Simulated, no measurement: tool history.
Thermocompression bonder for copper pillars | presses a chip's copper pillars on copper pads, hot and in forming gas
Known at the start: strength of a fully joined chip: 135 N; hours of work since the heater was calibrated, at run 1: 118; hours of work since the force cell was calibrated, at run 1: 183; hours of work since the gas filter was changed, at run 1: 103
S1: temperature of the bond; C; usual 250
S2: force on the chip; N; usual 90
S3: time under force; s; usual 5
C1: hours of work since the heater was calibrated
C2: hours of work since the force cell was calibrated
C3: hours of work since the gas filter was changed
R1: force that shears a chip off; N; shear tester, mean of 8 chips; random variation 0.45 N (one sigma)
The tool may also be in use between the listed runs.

run 1 day=0 | S1=250 S2=90 S3=5 | C1=118 C2=183 C3=103 | R1=74.2
run 2 day=0.362 | S1=244 S2=90 S3=5 | C1=122 C2=187 C3=107 | R1=69.5
run 3 day=0.683 | S1=244 S2=67 S3=5 | C1=126 C2=190 C3=111 | R1=52.9
run 4 day=1.133 | S1=244 S2=67 S3=5 | C1=131 C2=195 C3=116 | R1=52.5
run 5 day=1.579 | S1=250 S2=90 S3=5 | C1=135 C2=200 C3=120 | R1=73.6
run 6 day=1.908 | S1=250 S2=90 S3=5 | C1=139 C2=204 C3=124 | R1=73.5
run 7 day=2.25 | S1=250 S2=90 S3=11 | C1=143 C2=207 C3=128 | R1=92.3
-- day=2.342 force cell calibrated
run 8 day=2.688 | S1=250 S2=90 S3=11 | C1=147 C2=4 C3=132 | R1=92.3
run 9 day=2.946 | S1=250 S2=90 S3=5 | C1=149 C2=7 C3=135 | R1=73.1
run 10 day=3.362 | S1=244 S2=79 S3=9 | C1=154 C2=11 C3=139 | R1=74.6
run 11 day=3.633 | S1=250 S2=118 S3=6 | C1=157 C2=14 C3=142 | R1=94.3
run 12 day=4.125 | S1=223 S2=127 S3=6 | C1=162 C2=19 C3=147 | R1=76.2
run 13 day=4.575 | S1=274 S2=120 S3=5 | C1=167 C2=24 C3=152 | R1=108
-- day=4.721 force cell calibrated, once more
run 14 day=5.167 | S1=262 S2=93 S3=5 | C1=173 C2=5 C3=158 | R1=85.2
run 15 day=5.467 | S1=262 S2=55 S3=9 | C1=176 C2=8 C3=161 | R1=66.6
run 16 day=6 | S1=250 S2=89 S3=4 | C1=182 C2=14 C3=167 | R1=68
run 17 day=6.325 | S1=258 S2=77 S3=5 | C1=185 C2=17 C3=170 | R1=70.1

Some steps in R1 between neighbouring runs. How much of each would the tool show without its hidden state too (settings, what came in, random variation), and how much is left for the hidden state, with any gauge scatter that isn't in both results?
The hidden state here: true temperature of the bond over the reading, C; force that reaches the chip, % of what is set; oxide that the forming gas leaves, % of the face; drift of the gauge itself on shear_n, %.
Run 12 -> 13: S1 223 -> 274, S2 127 -> 120, S3 6 -> 5. R1 +31.8 N: hidden state +0, all else +31.8.
Run 13 -> 14: S1 274 -> 262, S2 120 -> 93, force cell calibrated, once more. R1 -22.8 N: hidden state +0.8, all else -23.6.

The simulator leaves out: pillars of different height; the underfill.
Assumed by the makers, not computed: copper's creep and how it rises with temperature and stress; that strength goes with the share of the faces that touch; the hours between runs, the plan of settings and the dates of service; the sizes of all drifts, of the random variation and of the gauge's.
